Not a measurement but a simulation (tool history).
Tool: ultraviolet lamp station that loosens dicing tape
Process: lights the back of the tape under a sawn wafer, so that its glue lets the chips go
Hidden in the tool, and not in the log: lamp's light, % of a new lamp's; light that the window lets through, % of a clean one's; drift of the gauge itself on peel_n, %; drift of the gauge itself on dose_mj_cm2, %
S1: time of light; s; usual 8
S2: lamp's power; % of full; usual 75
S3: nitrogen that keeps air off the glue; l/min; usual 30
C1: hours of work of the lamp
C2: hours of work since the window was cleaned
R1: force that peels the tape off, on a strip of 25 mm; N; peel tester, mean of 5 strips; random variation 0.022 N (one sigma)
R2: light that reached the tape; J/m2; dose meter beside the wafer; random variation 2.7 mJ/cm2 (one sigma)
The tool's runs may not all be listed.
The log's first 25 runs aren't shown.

run     day  S1  S2  S3   C1   C2     R1    R2
 26  13.333   8  88  10  326  346  1.852  3410
 27  13.892   7  69  21  336  356  2.304  2300
 28  14.558   8  78  47  348  368  1.262  2990
 29  15.004   8  78  47  356  376  1.261  2990
 30  15.375   8  78  47  362  383  1.277  2920
     15.438  -- window cleaned of glue's vapour
 31  15.888   8  78  47  371    8  1.395  2800
 32  16.488   5  95  20  381   18  2.511  2140
     16.858  -- window cleaned of glue's vapour, once more
 33  17.233   5  95  20  394    7  2.204  2530
 34  17.667   5  95  20  402   14  2.214  2500
 35  18.112  15  95  41  410   22  0.286  7440
 36  18.496   4  66  14  417   29   3.99  1360
 37  18.942   7  78  15  424   37  1.956  2830
 38  19.417   7  78  16  433   45  1.904  2760
 39  19.762   7  78  16  439   51  1.959  2770
 40  20.179  15  66  20  446   59  0.716  5050
 41  20.754   9  75  40  457   69  1.011  3400
 42  21.279   9  75  40  466   78  1.012  3440
 43  21.917   9  75  40  477   89  1.052  3430

Forecast each of these 3 alternatives for the next run:
  A  22.358   9  95  19  485  97   ?   ?
  B  22.358  14  65  50  485  97   ?   ?
  C  22.358   5  73  39  485  97   ?   ?

run     R1    R2
  A  0.991  4310
  B   0.58  4540
  C  2.459  1830
Without the tool's hidden state the same runs would have given:
run     R1    R2
  A  0.697  5220
  B  0.412  5510
  C  1.971  2220
